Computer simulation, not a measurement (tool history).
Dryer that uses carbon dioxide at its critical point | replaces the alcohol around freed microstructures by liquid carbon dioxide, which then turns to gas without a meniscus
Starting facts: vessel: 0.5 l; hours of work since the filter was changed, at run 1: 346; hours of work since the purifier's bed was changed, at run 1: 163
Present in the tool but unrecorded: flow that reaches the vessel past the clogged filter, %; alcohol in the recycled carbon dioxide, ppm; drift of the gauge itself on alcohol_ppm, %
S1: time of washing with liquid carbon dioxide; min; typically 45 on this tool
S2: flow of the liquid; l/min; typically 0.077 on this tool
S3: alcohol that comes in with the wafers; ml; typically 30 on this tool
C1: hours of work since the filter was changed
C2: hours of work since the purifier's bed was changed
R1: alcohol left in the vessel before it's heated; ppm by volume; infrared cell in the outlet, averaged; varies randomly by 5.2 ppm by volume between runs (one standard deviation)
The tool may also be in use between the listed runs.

{"run": 1, "hour": 0.0, "S1": 45, "S2": 0.077, "S3": 30, "C1": 346, "C2": 163, "R1": 136}
{"run": 2, "hour": 9.8, "S1": 45, "S2": 0.077, "S3": 30, "C1": 352, "C2": 169, "R1": 128}
{"run": 3, "hour": 22.8, "S1": 45, "S2": 0.077, "S3": 26, "C1": 359, "C2": 176, "R1": 116}
{"run": 4, "hour": 34.6, "S1": 45, "S2": 0.077, "S3": 26, "C1": 365, "C2": 182, "R1": 114}
{"run": 5, "hour": 49.7, "S1": 45, "S2": 0.077, "S3": 26, "C1": 373, "C2": 190, "R1": 117}
{"run": 6, "hour": 64.9, "S1": 45, "S2": 0.077, "S3": 26, "C1": 382, "C2": 199, "R1": 129}
{"run": 7, "hour": 85.3, "S1": 45, "S2": 0.077, "S3": 30, "C1": 393, "C2": 210, "R1": 142}
{"run": 8, "hour": 106.2, "S1": 51, "S2": 0.0591, "S3": 38, "C1": 404, "C2": 221, "R1": 414}

What will run 9 give?
{"run": 9, "hour": 122.5, "S1": 30, "S2": 0.077, "S3": 84, "C1": 413, "C2": 230, "R1": "?"}

R1: 2843 ppm by volume
With no hidden state in the tool, this same run would have given R1 2297 ppm by volume.
